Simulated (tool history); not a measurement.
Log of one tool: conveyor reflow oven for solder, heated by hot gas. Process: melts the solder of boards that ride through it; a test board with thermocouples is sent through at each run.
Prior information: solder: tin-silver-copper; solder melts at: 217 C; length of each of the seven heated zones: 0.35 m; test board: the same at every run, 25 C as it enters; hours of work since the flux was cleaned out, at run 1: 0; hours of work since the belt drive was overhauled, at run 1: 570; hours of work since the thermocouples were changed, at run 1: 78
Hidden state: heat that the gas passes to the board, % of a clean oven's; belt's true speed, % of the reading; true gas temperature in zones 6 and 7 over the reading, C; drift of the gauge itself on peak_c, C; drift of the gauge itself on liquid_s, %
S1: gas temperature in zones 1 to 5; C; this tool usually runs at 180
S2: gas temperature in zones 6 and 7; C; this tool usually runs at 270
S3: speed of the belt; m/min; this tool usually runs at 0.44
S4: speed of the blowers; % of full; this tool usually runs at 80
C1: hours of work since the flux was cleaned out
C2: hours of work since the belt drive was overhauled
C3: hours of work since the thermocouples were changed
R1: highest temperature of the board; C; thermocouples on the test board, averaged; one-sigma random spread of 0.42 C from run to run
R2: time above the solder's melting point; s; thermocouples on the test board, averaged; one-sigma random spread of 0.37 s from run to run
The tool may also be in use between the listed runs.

Run 1, day 0: usual settings; C1 0; C2 570; C3 78. Result: R1 256.7 C, R2 79.6 s.
Run 2, day 0.7: usual settings; C1 8; C2 578; C3 86. Result: R1 258.1 C, R2 79.8 s.
Run 3, day 1.508: usual settings; C1 17; C2 587; C3 95. Result: R1 257.4 C, R2 80 s.
Run 4, day 2.592: usual settings; C1 29; C2 599; C3 107. Result: R1 256.7 C, R2 80 s.
Run 5, day 3.254: usual settings; C1 36; C2 607; C3 114. Result: R1 257.8 C, R2 79.4 s.
Run 6, day 4.162: usual settings; C1 47; C2 617; C3 125. Result: R1 257.2 C, R2 79.2 s.
Run 7, day 5.15: usual settings; C1 58; C2 628; C3 136. Result: R1 256.8 C, R2 79.2 s.
Run 8, day 5.938: usual settings but S3 0.439 m/min; C1 67; C2 637; C3 144. Result: R1 257.2 C, R2 79.7 s.
Run 9, day 6.938: usual settings; C1 78; C2 648; C3 156. Result: R1 256.6 C, R2 78.8 s.
Run 10, day 7.962: usual settings; C1 89; C2 660; C3 167. Result: R1 257.2 C, R2 79.1 s.
Run 11, day 8.792: usual settings but S2 278 C; C1 99; C2 669; C3 176. Result: R1 263.6 C, R2 84 s.
Run 12, day 9.446: usual settings; C1 106; C2 676; C3 184. Result: R1 256.2 C, R2 78.7 s.
Run 13, day 10.204: usual settings; C1 114; C2 685; C3 192. Result: R1 255.6 C, R2 78.7 s.
Run 14, day 10.762: usual settings; C1 121; C2 691; C3 199. Result: R1 257 C, R2 79.2 s.
Run 15, day 11.638: usual settings; C1 131; C2 701; C3 208. Result: R1 256.4 C, R2 79.8 s.
Run 16, day 12.396: usual settings; C1 139; C2 709; C3 217. Result: R1 255.9 C, R2 78.5 s.
Run 17, day 13.225: usual settings but S3 0.405 m/min, S4 87 % of full; C1 148; C2 719; C3 226. Result: R1 259.5 C, R2 89 s.
Run 18, day 13.792: usual settings but S3 0.464 m/min; C1 155; C2 725; C3 233. Result: R1 254.1 C, R2 73.3 s.
Run 19, day 14.35: usual settings but S1 186 C, S4 60 % of full; C1 161; C2 731; C3 239. Result: R1 254.5 C, R2 79.5 s.
Run 20, day 15.062: usual settings but S1 173 C, S4 83 % of full; C1 169; C2 739; C3 247. Result: R1 255.2 C, R2 76 s.
Run 21, day 15.862: usual settings but S1 173 C, S4 83 % of full; C1 178; C2 748; C3 256. Result: R1 255.4 C, R2 74.6 s.
At day 16.129: belt drive overhauled, speed set with a stopwatch.
Run 22, day 17.033: usual settings but S2 272 C, S3 0.463 m/min; C1 189; C2 10; C3 267. Result: R1 256.6 C, R2 74.8 s.
At day 18.133: belt drive overhauled, speed set with a stopwatch, once more.
Run 23, day 18.208: usual settings but S1 178 C, S2 278 C; C1 200; C2 1; C3 278. Result: R1 262.4 C, R2 80.6 s.
Run 24, day 19.342: usual settings but S1 190 C, S2 260 C, S3 0.351 m/min, S4 69 % of full; C1 213; C2 14; C3 291. Result: R1 252.5 C, R2 103.1 s.
Run 25, day 20.325: usual settings but S3 0.359 m/min; C1 224; C2 25; C3 302. Result: R1 261.4 C, R2 100.5 s.
Run 26, day 21.438: usual settings but S1 191 C, S3 0.465 m/min; C1 237; C2 37; C3 315. Result: R1 255.4 C, R2 78.3 s.
Run 27, day 22.388: usual settings but S1 172 C, S2 279 C, S3 0.517 m/min, S4 78 % of full; C1 247; C2 48; C3 325. Result: R1 256 C, R2 60.4 s.
Run 28, day 23.358: usual settings but S1 169 C, S2 279 C, S3 0.517 m/min, S4 90 % of full; C1 258; C2 59; C3 336. Result: R1 256.4 C, R2 61 s.
Run 29, day 24.042: usual settings but S1 169 C, S2 279 C, S3 0.517 m/min, S4 90 % of full; C1 266; C2 66; C3 344. Result: R1 256.7 C, R2 61.3 s.
Run 30, day 24.754: usual settings but S1 190 C, S2 279 C, S3 0.517 m/min, S4 76 % of full; C1 274; C2 74; C3 352. Result: R1 259.1 C, R2 71.5 s.
Run 31, day 25.35: usual settings but S1 190 C, S2 279 C, S3 0.517 m/min, S4 56 % of full; C1 281; C2 81; C3 358. Result: R1 254.4 C, R2 66.2 s.

Take each entry between the runs: how does the hidden state at the last listed run before it differ from the hidden state at the first listed run after it?
From run 21 to run 22: belt drive overhauled, speed set with a stopwatch (day 16.129)
  heat that the gas passes to the board, % of a clean oven's: 93.6 -> 93.2; belt's true speed, % of the reading: 99.15 -> 98.77; true gas temperature in zones 6 and 7 over the reading, C: -0.29 -> -0.32
  measured value less the no-hidden-state value, R1: -1.6 -> -1.6 C; R2: -0.9 -> -0.5 s
From run 22 to run 23: belt drive overhauled, speed set with a stopwatch, once more (day 18.133)
  heat that the gas passes to the board, % of a clean oven's: 93.2 -> 92.9; belt's true speed, % of the reading: 98.77 -> 99.98; true gas temperature in zones 6 and 7 over the reading, C: -0.32 -> -0.35
  measured value less the no-hidden-state value, R1: -1.6 -> -2.1 C; R2: -0.5 -> -1.6 s

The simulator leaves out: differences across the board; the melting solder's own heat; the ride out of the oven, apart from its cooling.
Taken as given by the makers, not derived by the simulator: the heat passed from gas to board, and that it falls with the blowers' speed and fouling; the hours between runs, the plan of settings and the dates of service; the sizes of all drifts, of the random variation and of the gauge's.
